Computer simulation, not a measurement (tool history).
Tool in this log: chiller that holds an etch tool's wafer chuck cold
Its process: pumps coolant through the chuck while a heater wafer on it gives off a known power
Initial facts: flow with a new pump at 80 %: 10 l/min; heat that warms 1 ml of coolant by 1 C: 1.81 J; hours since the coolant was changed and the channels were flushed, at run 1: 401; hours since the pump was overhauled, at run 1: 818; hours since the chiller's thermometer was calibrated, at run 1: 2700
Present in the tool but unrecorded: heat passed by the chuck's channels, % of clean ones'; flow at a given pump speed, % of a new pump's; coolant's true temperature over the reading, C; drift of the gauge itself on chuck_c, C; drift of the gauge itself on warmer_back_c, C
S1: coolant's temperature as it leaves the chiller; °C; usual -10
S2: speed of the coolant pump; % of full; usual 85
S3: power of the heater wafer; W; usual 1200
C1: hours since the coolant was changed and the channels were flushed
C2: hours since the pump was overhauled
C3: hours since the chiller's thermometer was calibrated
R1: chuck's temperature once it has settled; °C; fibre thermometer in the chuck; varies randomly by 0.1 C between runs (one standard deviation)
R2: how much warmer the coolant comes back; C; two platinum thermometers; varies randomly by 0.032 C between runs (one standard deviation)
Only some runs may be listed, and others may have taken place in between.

run    hour   S1  S2    S3    C1    C2    C3     R1    R2
  1       0  -10  85  1200   401   818  2700   -1.2  3.74
  2    50.7  -10  85  1200   451   869  2751   -1.1  3.83
  3    95.9  -10  64  1200   497   914  2796    1.9  5.19
  4   124.2  -10  64  1200   525   942  2824    1.8  5.18
  5     167  -10  64  1200   568   985  2867    1.8  5.15
  6   189.1  -10  64  1200   590  1007  2889    1.6  5.18
  7     232  -10  85  1200   633  1050  2932   -1.2  3.79
  8   272.3  -10  85  1200   673  1091  2973     -1  3.79
  9   320.7  -10  74  1200   721  1139  3021    0.2  4.37
 10   348.8  -10  77  1200   750  1167  3049      0  4.21
 11     381  -10  77  1200   782  1199  3081   -0.1  4.32
 12   412.6  -16  77  1200   813  1231  3113   -6.1  4.29
 13   462.4  -16  77  1200   863  1281  3163   -6.1  4.22
 14   493.6  -16  77  1200   894  1312  3194   -6.1   4.2
 15   545.1  -16  67  1200   946  1363  3245   -4.7  4.91
 16   588.6   -4  85  1791   989  1407  3289    9.4   5.7
 17   617.4  -17  93  1016  1018  1436  3318  -10.2  2.92
 18   657.7  -16  85   739  1058  1476  3358  -10.7  2.33
 19   705.4  -16  91  1038  1106  1524  3406   -8.9  3.14
 20   748.4  -13  73  1038  1149  1567  3449   -4.1  3.95
 21   781.5   -2  73  1228  1182  1600  3482    8.9  4.63
 22   804.1  -10  93   942  1205  1622  3504   -3.5  2.75
 23   830.9   -1  88   942  1232  1649  3531      6  2.95
 24   856.5  -10  96   862  1257  1675  3557   -4.3  2.39
 25   891.3  -10  96   862  1292  1709  3592   -4.2  2.45
 26   924.7   -2  96   862  1325  1743  3625    3.7  2.45
 27   967.7   -2  69   820  1368  1786  3668    5.5  3.31
 28   998.2  -10  63  1200  1399  1816  3698    2.4  5.34
 29  1032.7  -13  61  1200  1433  1851  3733   -0.2  5.49

What if the next run were any one of these 4? Each begins from the tool's condition after run 29:
  A  1077  -13  83   851  1478  1895  3777   ?   ?
  B  1077  -13  97  1222  1478  1895  3777   ?   ?
  C  1077  -19  62  1389  1478  1895  3777   ?   ?
  D  1077  -13  61   962  1478  1895  3777   ?   ?

run    R1    R2
  A  -6.4  2.74
  B  -4.9  3.42
  C  -4.6  6.22
  D  -2.9  4.43
Take away the tool's hidden state, keep each run's random variation, and the runs would have read:
run    R1    R2
  A  -6.6  2.65
  B  -5.2   3.3
  C  -5.3  6.01
  D  -3.3  4.28
